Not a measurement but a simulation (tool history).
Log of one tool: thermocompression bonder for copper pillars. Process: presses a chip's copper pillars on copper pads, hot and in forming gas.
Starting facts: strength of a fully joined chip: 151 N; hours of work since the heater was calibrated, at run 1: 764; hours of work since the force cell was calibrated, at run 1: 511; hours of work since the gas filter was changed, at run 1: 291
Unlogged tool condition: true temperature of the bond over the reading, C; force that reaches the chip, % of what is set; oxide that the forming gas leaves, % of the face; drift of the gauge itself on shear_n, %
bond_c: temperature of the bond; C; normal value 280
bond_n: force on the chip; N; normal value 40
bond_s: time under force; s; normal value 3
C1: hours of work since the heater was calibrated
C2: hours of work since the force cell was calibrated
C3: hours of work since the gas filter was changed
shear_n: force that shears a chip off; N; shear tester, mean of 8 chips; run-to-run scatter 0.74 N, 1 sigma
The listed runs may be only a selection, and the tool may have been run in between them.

{"run": 1, "hour": 0.0, "bond_c": 280, "bond_n": 40, "bond_s": 3, "C1": 764, "C2": 511, "C3": 291, "shear_n": 45.6}
{"run": 2, "hour": 40.8, "bond_c": 280, "bond_n": 40, "bond_s": 3, "C1": 783, "C2": 531, "C3": 310, "shear_n": 45.6}
{"run": 3, "hour": 112.5, "bond_c": 280, "bond_n": 40, "bond_s": 3, "C1": 817, "C2": 564, "C3": 344, "shear_n": 44.8}
{"run": 4, "hour": 154.3, "bond_c": 280, "bond_n": 40, "bond_s": 3, "C1": 837, "C2": 584, "C3": 364, "shear_n": 44.9}
{"hour": 200.5, "done": "forming gas filter changed"}
{"run": 5, "hour": 220.3, "bond_c": 280, "bond_n": 40, "bond_s": 3, "C1": 868, "C2": 615, "C3": 9, "shear_n": 49.3}
{"run": 6, "hour": 294.5, "bond_c": 280, "bond_n": 40, "bond_s": 3, "C1": 903, "C2": 650, "C3": 44, "shear_n": 49}
{"run": 7, "hour": 359.3, "bond_c": 280, "bond_n": 40, "bond_s": 8, "C1": 934, "C2": 681, "C3": 75, "shear_n": 69.3}
{"run": 8, "hour": 429.4, "bond_c": 280, "bond_n": 40, "bond_s": 3, "C1": 967, "C2": 714, "C3": 108, "shear_n": 47.8}
{"hour": 438.8, "done": "heater calibrated with a thermocouple chip"}
{"run": 9, "hour": 466.4, "bond_c": 267, "bond_n": 40, "bond_s": 3, "C1": 13, "C2": 731, "C3": 125, "shear_n": 40.5}
{"run": 10, "hour": 534.6, "bond_c": 282, "bond_n": 40, "bond_s": 3, "C1": 45, "C2": 763, "C3": 157, "shear_n": 46.2}
{"run": 11, "hour": 585.4, "bond_c": 280, "bond_n": 40, "bond_s": 3, "C1": 69, "C2": 787, "C3": 181, "shear_n": 44.9}
{"run": 12, "hour": 655.7, "bond_c": 280, "bond_n": 40, "bond_s": 3, "C1": 103, "C2": 820, "C3": 214, "shear_n": 44.4}

Run 13 has not been measured yet. What should we expect?
{"run": 13, "hour": 690.0, "bond_c": 265, "bond_n": 30, "bond_s": 2, "C1": 119, "C2": 836, "C3": 230, "shear_n": "?"}

{"run 13": {"shear_n": 22.7}}
Take away the tool's hidden state, keep the run-to-run variation as it was, and the same run would have given shear_n 28.5 N.
